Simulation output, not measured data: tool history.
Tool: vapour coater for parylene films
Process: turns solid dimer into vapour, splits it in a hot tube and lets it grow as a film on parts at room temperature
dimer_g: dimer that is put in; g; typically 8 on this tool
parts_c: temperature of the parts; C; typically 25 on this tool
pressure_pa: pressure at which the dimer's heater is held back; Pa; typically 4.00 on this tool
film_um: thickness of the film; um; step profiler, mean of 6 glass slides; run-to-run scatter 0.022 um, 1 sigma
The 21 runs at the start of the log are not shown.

run,day,dimer_g,parts_c,pressure_pa,hours of work since the trap's valve was overhauled,hours of work since the table's thermometer was calibrated,film_um
22,31.425,14,26,3.78,408,391,8.22
# day 33.004: trap's valve overhauled
23,33.004,3,26,3.78,0,415,1.77
24,35.112,5,27,10.78,36,451,2.60
25,36.533,6,25,4.00,60,475,3.66
26,37.667,11,26,11.10,79,494,5.93
27,38.562,5,24,7.19,94,509,2.96
28,40.579,5,24,7.19,128,543,2.98
29,41.692,9,25,9.17,147,562,5.13

Forecast run 30:
30,42.983,5,23,8.97,169,584,?

{"run 30": {"film_um": 3.01}}
Were there no unlogged condition in the tool, this run, its random variation unchanged, would have produced film_um 2.94 um.
